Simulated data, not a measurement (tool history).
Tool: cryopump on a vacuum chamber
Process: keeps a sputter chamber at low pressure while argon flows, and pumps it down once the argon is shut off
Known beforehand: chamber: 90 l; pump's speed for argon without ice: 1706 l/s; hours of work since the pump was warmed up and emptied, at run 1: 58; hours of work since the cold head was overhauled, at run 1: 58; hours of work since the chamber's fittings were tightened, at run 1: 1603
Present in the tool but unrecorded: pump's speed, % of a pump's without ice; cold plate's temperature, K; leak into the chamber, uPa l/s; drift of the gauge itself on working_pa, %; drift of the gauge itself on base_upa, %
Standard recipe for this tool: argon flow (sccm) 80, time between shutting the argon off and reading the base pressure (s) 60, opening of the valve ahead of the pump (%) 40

run	hour	argon flow (sccm)	time between shutting the argon off and reading the base pressure (s)	opening of the valve ahead of the pump (%)	hours of work since the pump was warmed up and emptied	hours of work since the cold head was overhauled	hours of work since the chamber's fittings were tightened	pressure while argon flows (Pa)	pressure after the wait (uPa)
1	0	80	60	40	58	58	1603	0.2012	2.12
2	16.6	80	60	40	65	65	1611	0.2035	2.05
3	26.8	80	71	40	70	70	1615	0.2021	1.93
4	40.1	80	60	40	76	76	1621	0.2037	2.07
5	51.5	80	60	49	81	81	1626	0.1668	2.09
6	68.6	80	60	49	89	89	1634	0.1667	2.14
7	84.5	43	29	39	96	96	1641	0.1125	3.16
8	96.5	144	29	19	101	101	1647	0.7628	3.2
9	104.7	144	29	19	105	105	1650	0.7598	3.22
10	114.3	66	89	60	109	109	1655	0.1147	1.83
11	129.9	143	59	24	116	116	1662	0.5996	2.12

Pick out some run-to-run changes in pressure while argon flows (Pa). Of each, how much would a tool without hidden state show as well, from the settings, what came in and chance, and how much is left for the hidden state and any gauge scatter not in both results compared?
Run 7 -> 8: argon flow (sccm) 43 -> 144, opening of the valve ahead of the pump (%) 39 -> 19. pressure while argon flows (Pa) +0.6503: hidden state +0.0083, all else +0.642.
